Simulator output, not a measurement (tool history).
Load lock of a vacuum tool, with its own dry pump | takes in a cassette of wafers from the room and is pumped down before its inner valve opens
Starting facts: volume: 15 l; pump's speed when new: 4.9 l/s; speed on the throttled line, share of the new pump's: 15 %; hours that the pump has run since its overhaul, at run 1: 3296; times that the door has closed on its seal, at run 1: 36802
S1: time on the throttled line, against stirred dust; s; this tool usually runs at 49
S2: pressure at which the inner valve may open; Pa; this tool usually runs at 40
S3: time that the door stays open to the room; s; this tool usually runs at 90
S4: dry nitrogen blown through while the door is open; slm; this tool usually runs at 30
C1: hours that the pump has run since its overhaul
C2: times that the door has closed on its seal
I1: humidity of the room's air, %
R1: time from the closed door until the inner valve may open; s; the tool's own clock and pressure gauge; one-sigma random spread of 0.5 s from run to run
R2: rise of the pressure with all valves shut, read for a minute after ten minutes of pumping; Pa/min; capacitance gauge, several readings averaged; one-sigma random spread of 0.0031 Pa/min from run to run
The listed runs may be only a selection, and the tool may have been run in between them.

run 1 day=0 | S1=49 S2=40 S3=90 S4=30 | C1=3296 C2=36802 | I1=42.4 | R1=66.6 R2=0.338
run 2 day=9.454 | S1=49 S2=40 S3=90 S4=30 | C1=3523 C2=37196 | I1=47.4 | R1=66.8 R2=0.338
run 3 day=30.071 | S1=49 S2=40 S3=90 S4=30 | C1=4018 C2=38055 | I1=45.8 | R1=66.9 R2=0.348
run 4 day=51.358 | S1=49 S2=40 S3=90 S4=30 | C1=4528 C2=38942 | I1=43.1 | R1=66.9 R2=0.362
run 5 day=70.704 | S1=49 S2=31 S3=90 S4=30 | C1=4993 C2=39748 | I1=43.8 | R1=68.4 R2=0.37
run 6 day=80.779 | S1=49 S2=31 S3=90 S4=30 | C1=5235 C2=40168 | I1=46.8 | R1=69.3 R2=0.381
run 7 day=94.846 | S1=49 S2=40 S3=90 S4=30 | C1=5572 C2=40754 | I1=45 | R1=68.1 R2=0.38
run 8 day=104.146 | S1=49 S2=40 S3=90 S4=30 | C1=5795 C2=41142 | I1=43.9 | R1=67.5 R2=0.383

Expected results for the next run?
run 9 day=118.742 | S1=49 S2=40 S3=90 S4=30 | C1=6146 C2=41750 | I1=47.3 | R1=? R2=?

R1: 66.7 s
R2: 0.39 Pa/min
On a tool with no hidden condition, and with the same random variation, this run would have come out at R1 64.4 s, R2 0.083 Pa/min.
